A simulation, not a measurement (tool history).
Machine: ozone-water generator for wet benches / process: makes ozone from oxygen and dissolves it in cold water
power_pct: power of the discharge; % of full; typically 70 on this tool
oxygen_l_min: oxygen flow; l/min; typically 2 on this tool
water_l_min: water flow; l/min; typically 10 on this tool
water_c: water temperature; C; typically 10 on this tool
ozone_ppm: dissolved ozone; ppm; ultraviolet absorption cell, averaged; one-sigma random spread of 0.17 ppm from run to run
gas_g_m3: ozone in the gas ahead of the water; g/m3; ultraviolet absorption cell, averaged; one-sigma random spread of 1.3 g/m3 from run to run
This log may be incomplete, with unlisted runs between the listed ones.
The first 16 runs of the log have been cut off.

run	day	power_pct	oxygen_l_min	water_l_min	water_c	hours of work since the electrodes were changed	hours of work since the contactor was cleaned	hours of work since the thermometer was calibrated	ozone_ppm	gas_g_m3
# day 29.354: contactor cleaned
17	31.067	70	1.77	10	10	1950	39	4109	21.5	239.6
18	32.708	80	1.77	10	9	1988	77	4147	24.7	269.1
19	33.867	80	1.77	10	9	2015	103	4173	24.8	265.7
20	35.442	89	1.94	16	13	2051	139	4209	15.9	283.8
21	37.196	70	2.86	13	10	2091	179	4249	19.5	201.7
22	38.729	70	2.86	13	10	2126	215	4284	19.8	203.9
23	40.925	60	1.81	7	10	2176	265	4335	27.5	209.6
24	42.429	60	1.81	7	10	2210	299	4369	27.1	206.6
25	44.729	70	1.1	8	17	2263	352	4422	21.3	275.2
26	46.512	44	3.19	16	9	2304	393	4462	11	133.2
# day 48.167: water thermometer calibrated
27	48.562	44	3.19	16	9	2350	439	9	11.1	131.7
28	49.712	82	1.43	8	7	2377	465	35	29.5	288.7
29	51.05	57	2	8	9	2407	496	66	24	189.4
30	52.654	57	2	8	9	2444	533	103	24.4	191.5

Run 31 has not been measured yet. What should we expect?
# day 53.679: gauge calibrated
31	55	57	2	8	9	2498	586	156	?	?

{"run 31": {"ozone_ppm": 23.9, "gas_g_m3": 196.2}}
Had the tool carried no hidden state, the very same run would have given ozone_ppm 23.9 ppm, gas_g_m3 196.6 g/m3.
